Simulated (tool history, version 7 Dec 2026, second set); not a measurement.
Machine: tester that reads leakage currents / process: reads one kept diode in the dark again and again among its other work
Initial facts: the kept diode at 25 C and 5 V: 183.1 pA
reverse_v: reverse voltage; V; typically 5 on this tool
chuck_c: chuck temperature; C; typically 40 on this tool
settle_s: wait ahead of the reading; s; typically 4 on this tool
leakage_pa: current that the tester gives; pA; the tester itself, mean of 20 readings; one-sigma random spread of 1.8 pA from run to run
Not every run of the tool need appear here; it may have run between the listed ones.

run 1 day=0 | reverse_v=5 chuck_c=40 settle_s=4 | leakage_pa=541.79
run 2 day=2.767 | reverse_v=5 chuck_c=40 settle_s=4 | leakage_pa=539.65
run 3 day=6.612 | reverse_v=5 chuck_c=40 settle_s=4 | leakage_pa=530.99
run 4 day=9.588 | reverse_v=5 chuck_c=40 settle_s=4 | leakage_pa=530.4
run 5 day=13.338 | reverse_v=5 chuck_c=40 settle_s=1.08 | leakage_pa=529.95
run 6 day=17.554 | reverse_v=5 chuck_c=40 settle_s=1.08 | leakage_pa=523.38
run 7 day=20.171 | reverse_v=5 chuck_c=40 settle_s=2.5 | leakage_pa=521.53
-- day=20.467 chuck's temperature calibrated
run 8 day=24.854 | reverse_v=5 chuck_c=40 settle_s=2.5 | leakage_pa=486.4
-- day=27.542 chuck's temperature calibrated, once more
run 9 day=29.179 | reverse_v=4 chuck_c=40 settle_s=4 | leakage_pa=535.33
-- day=29.721 probe card cleaned and baked
run 10 day=32.554 | reverse_v=7.52 chuck_c=40 settle_s=4 | leakage_pa=776.7
run 11 day=36.779 | reverse_v=16 chuck_c=59 settle_s=3.24 | leakage_pa=4745.51
run 12 day=41.021 | reverse_v=16 chuck_c=59 settle_s=3.24 | leakage_pa=4714.44
run 13 day=44.5 | reverse_v=16 chuck_c=59 settle_s=3.24 | leakage_pa=4702.44
run 14 day=48.446 | reverse_v=16 chuck_c=59 settle_s=3.24 | leakage_pa=4668.76
run 15 day=50.971 | reverse_v=16 chuck_c=59 settle_s=3.24 | leakage_pa=4666.45
run 16 day=53.296 | reverse_v=1.84 chuck_c=29 settle_s=4 | leakage_pa=133.93
run 17 day=56.925 | reverse_v=1.84 chuck_c=29 settle_s=4 | leakage_pa=132.49
run 18 day=59.796 | reverse_v=6.94 chuck_c=22 settle_s=9.71 | leakage_pa=163.27
run 19 day=63.825 | reverse_v=6.94 chuck_c=22 settle_s=9.71 | leakage_pa=162.4
run 20 day=68.175 | reverse_v=1.77 chuck_c=22 settle_s=7.15 | leakage_pa=70.82

5 ways to go on from here, each from the tool as it stands after run 20. What would each give?
run A day=71.829 | reverse_v=3.96 chuck_c=23 settle_s=9.64 | leakage_pa=?
run B day=71.829 | reverse_v=8.53 chuck_c=49 settle_s=0.5 | leakage_pa=?
run C day=71.829 | reverse_v=2.73 chuck_c=22 settle_s=2.23 | leakage_pa=?
run D day=71.829 | reverse_v=17.22 chuck_c=52 settle_s=4.61 | leakage_pa=?
run E day=71.829 | reverse_v=1.77 chuck_c=22 settle_s=2.95 | leakage_pa=?

run=A leakage_pa=124.36
run=B leakage_pa=1530.92
run=C leakage_pa=90.93
run=D leakage_pa=2904.23
run=E leakage_pa=70.4
Stripped of hidden state, with their random variation kept, the same runs would have yielded:
run=A leakage_pa=134.47
run=B leakage_pa=1657.3
run=C leakage_pa=98.47
run=D leakage_pa=3139.52
run=E leakage_pa=76.44
